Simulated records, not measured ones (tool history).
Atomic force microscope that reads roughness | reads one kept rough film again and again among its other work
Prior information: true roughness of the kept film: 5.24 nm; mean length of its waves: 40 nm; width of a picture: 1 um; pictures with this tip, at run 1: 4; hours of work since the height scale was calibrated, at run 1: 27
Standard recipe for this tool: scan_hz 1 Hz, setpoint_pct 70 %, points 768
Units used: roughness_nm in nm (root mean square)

run	day	scan_hz	setpoint_pct	points	pictures with this tip	hours of work since the height scale was calibrated	roughness_nm
1	0	1	70	768	4	27	4.558
2	0.812	1	70	768	21	35	4.533
3	1.446	1	70	768	34	42	4.534
4	2.667	1	70	768	59	56	4.47
5	3.538	1	70	768	77	65	4.483
6	4.588	2.22	77	404	99	77	4.049
7	5.204	1.04	70	665	111	84	4.381
8	6.012	1.04	70	665	128	93	4.333

Run 9 comes next. What will it give?
9	6.862	1.6	71	392	145	102	?

{"run 9": {"roughness_nm": 4.21}}
Minus the tool's unlogged condition, the same run would have read roughness_nm 4.465 nm (root mean square).

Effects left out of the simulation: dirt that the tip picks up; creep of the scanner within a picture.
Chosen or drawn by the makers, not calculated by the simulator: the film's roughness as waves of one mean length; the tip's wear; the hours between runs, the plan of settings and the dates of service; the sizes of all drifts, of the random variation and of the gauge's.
